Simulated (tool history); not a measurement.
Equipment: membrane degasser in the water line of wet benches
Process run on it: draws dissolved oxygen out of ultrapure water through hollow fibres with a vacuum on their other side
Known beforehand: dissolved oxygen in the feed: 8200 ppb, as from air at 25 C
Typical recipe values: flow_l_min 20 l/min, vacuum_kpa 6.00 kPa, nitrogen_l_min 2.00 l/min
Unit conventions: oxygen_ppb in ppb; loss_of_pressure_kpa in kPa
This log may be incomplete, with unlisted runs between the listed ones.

{"run": 1, "hour": 0.0, "flow_l_min": 20, "vacuum_kpa": 6.0, "nitrogen_l_min": 2.0, "oxygen_ppb": 73.9, "loss_of_pressure_kpa": 63.74}
{"run": 2, "hour": 30.8, "flow_l_min": 20, "vacuum_kpa": 6.0, "nitrogen_l_min": 2.0, "oxygen_ppb": 71.9, "loss_of_pressure_kpa": 63.53}
{"run": 3, "hour": 81.2, "flow_l_min": 13, "vacuum_kpa": 6.0, "nitrogen_l_min": 2.0, "oxygen_ppb": 44.4, "loss_of_pressure_kpa": 41.48}
{"run": 4, "hour": 119.1, "flow_l_min": 13, "vacuum_kpa": 6.0, "nitrogen_l_min": 2.0, "oxygen_ppb": 44.6, "loss_of_pressure_kpa": 41.61}
{"run": 5, "hour": 153.9, "flow_l_min": 20, "vacuum_kpa": 7.55, "nitrogen_l_min": 2.0, "oxygen_ppb": 110.5, "loss_of_pressure_kpa": 63.78}
{"run": 6, "hour": 190.4, "flow_l_min": 20, "vacuum_kpa": 7.55, "nitrogen_l_min": 2.65, "oxygen_ppb": 84.9, "loss_of_pressure_kpa": 63.79}
{"run": 7, "hour": 240.8, "flow_l_min": 20, "vacuum_kpa": 7.55, "nitrogen_l_min": 2.65, "oxygen_ppb": 85.2, "loss_of_pressure_kpa": 64.05}
{"run": 8, "hour": 271.9, "flow_l_min": 20, "vacuum_kpa": 7.55, "nitrogen_l_min": 2.65, "oxygen_ppb": 84.9, "loss_of_pressure_kpa": 64.14}
{"run": 9, "hour": 311.2, "flow_l_min": 20, "vacuum_kpa": 6.0, "nitrogen_l_min": 2.0, "oxygen_ppb": 74.0, "loss_of_pressure_kpa": 64.14}
{"run": 10, "hour": 349.8, "flow_l_min": 20, "vacuum_kpa": 6.0, "nitrogen_l_min": 2.0, "oxygen_ppb": 73.5, "loss_of_pressure_kpa": 63.46}
{"run": 11, "hour": 374.9, "flow_l_min": 20, "vacuum_kpa": 6.0, "nitrogen_l_min": 2.0, "oxygen_ppb": 72.4, "loss_of_pressure_kpa": 63.62}
{"run": 12, "hour": 424.5, "flow_l_min": 20, "vacuum_kpa": 6.0, "nitrogen_l_min": 1.49, "oxygen_ppb": 94.0, "loss_of_pressure_kpa": 63.72}
{"run": 13, "hour": 454.8, "flow_l_min": 20, "vacuum_kpa": 14.15, "nitrogen_l_min": 1.49, "oxygen_ppb": 336.7, "loss_of_pressure_kpa": 63.97}
{"run": 14, "hour": 507.7, "flow_l_min": 20, "vacuum_kpa": 4.05, "nitrogen_l_min": 1.49, "oxygen_ppb": 34.0, "loss_of_pressure_kpa": 63.76}
{"run": 15, "hour": 541.3, "flow_l_min": 20, "vacuum_kpa": 6.0, "nitrogen_l_min": 2.0, "oxygen_ppb": 72.9, "loss_of_pressure_kpa": 63.93}
{"run": 16, "hour": 567.6, "flow_l_min": 20, "vacuum_kpa": 6.0, "nitrogen_l_min": 2.0, "oxygen_ppb": 73.9, "loss_of_pressure_kpa": 63.91}
{"run": 17, "hour": 619.0, "flow_l_min": 20, "vacuum_kpa": 6.0, "nitrogen_l_min": 2.0, "oxygen_ppb": 73.7, "loss_of_pressure_kpa": 63.91}
{"run": 18, "hour": 646.6, "flow_l_min": 20, "vacuum_kpa": 6.0, "nitrogen_l_min": 2.0, "oxygen_ppb": 73.1, "loss_of_pressure_kpa": 63.86}
{"run": 19, "hour": 675.5, "flow_l_min": 20, "vacuum_kpa": 6.0, "nitrogen_l_min": 2.0, "oxygen_ppb": 73.7, "loss_of_pressure_kpa": 63.76}
{"run": 20, "hour": 722.6, "flow_l_min": 20, "vacuum_kpa": 10.96, "nitrogen_l_min": 2.0, "oxygen_ppb": 187.1, "loss_of_pressure_kpa": 63.75}
{"run": 21, "hour": 775.3, "flow_l_min": 20, "vacuum_kpa": 10.96, "nitrogen_l_min": 2.0, "oxygen_ppb": 190.5, "loss_of_pressure_kpa": 64.07}
{"run": 22, "hour": 827.9, "flow_l_min": 20, "vacuum_kpa": 5.61, "nitrogen_l_min": 1.57, "oxygen_ppb": 79.8, "loss_of_pressure_kpa": 64.33}
{"run": 23, "hour": 852.5, "flow_l_min": 20, "vacuum_kpa": 8.78, "nitrogen_l_min": 1.75, "oxygen_ppb": 156.1, "loss_of_pressure_kpa": 63.69}
{"run": 24, "hour": 889.4, "flow_l_min": 28, "vacuum_kpa": 6.0, "nitrogen_l_min": 2.0, "oxygen_ppb": 130.1, "loss_of_pressure_kpa": 89.07}
{"run": 25, "hour": 940.7, "flow_l_min": 28, "vacuum_kpa": 6.0, "nitrogen_l_min": 2.0, "oxygen_ppb": 132.3, "loss_of_pressure_kpa": 89.75}
{"run": 26, "hour": 974.0, "flow_l_min": 20, "vacuum_kpa": 6.0, "nitrogen_l_min": 1.2, "oxygen_ppb": 114.3, "loss_of_pressure_kpa": 63.6}
{"run": 27, "hour": 1014.6, "flow_l_min": 25, "vacuum_kpa": 13.2, "nitrogen_l_min": 2.0, "oxygen_ppb": 308.3, "loss_of_pressure_kpa": 79.92}
{"run": 28, "hour": 1045.9, "flow_l_min": 23, "vacuum_kpa": 5.74, "nitrogen_l_min": 2.94, "oxygen_ppb": 64.1, "loss_of_pressure_kpa": 73.76}
{"run": 29, "hour": 1095.2, "flow_l_min": 28, "vacuum_kpa": 6.49, "nitrogen_l_min": 1.72, "oxygen_ppb": 161.2, "loss_of_pressure_kpa": 89.41}
{"run": 30, "hour": 1121.5, "flow_l_min": 28, "vacuum_kpa": 6.49, "nitrogen_l_min": 0.82, "oxygen_ppb": 270.5, "loss_of_pressure_kpa": 89.72}
{"run": 31, "hour": 1151.3, "flow_l_min": 27, "vacuum_kpa": 4.68, "nitrogen_l_min": 4.81, "oxygen_ppb": 54.6, "loss_of_pressure_kpa": 86.68}
{"run": 32, "hour": 1204.9, "flow_l_min": 25, "vacuum_kpa": 4.9, "nitrogen_l_min": 0.93, "oxygen_ppb": 125.1, "loss_of_pressure_kpa": 79.8}

Branching from run 32: 4 alternative next runs. What would each branch give?
{"run": "A", "hour": 1264.1, "flow_l_min": 20, "vacuum_kpa": 5.63, "nitrogen_l_min": 2.0, "oxygen_ppb": "?", "loss_of_pressure_kpa": "?"}
{"run": "B", "hour": 1264.1, "flow_l_min": 22, "vacuum_kpa": 4.38, "nitrogen_l_min": 1.36, "oxygen_ppb": "?", "loss_of_pressure_kpa": "?"}
{"run": "C", "hour": 1264.1, "flow_l_min": 20, "vacuum_kpa": 8.34, "nitrogen_l_min": 2.0, "oxygen_ppb": "?", "loss_of_pressure_kpa": "?"}
{"run": "D", "hour": 1264.1, "flow_l_min": 20, "vacuum_kpa": 6.0, "nitrogen_l_min": 0.84, "oxygen_ppb": "?", "loss_of_pressure_kpa": "?"}

run=A oxygen_ppb=67.1 loss_of_pressure_kpa=63.74
run=B oxygen_ppb=57.8 loss_of_pressure_kpa=70.21
run=C oxygen_ppb=128.8 loss_of_pressure_kpa=63.88
run=D oxygen_ppb=155.6 loss_of_pressure_kpa=63.55
Had the tool no hidden state, the same runs would have come out as:
run=A oxygen_ppb=64.7 loss_of_pressure_kpa=63.43
run=B oxygen_ppb=54.6 loss_of_pressure_kpa=69.87
run=C oxygen_ppb=126.0 loss_of_pressure_kpa=63.57
run=D oxygen_ppb=151.2 loss_of_pressure_kpa=63.24
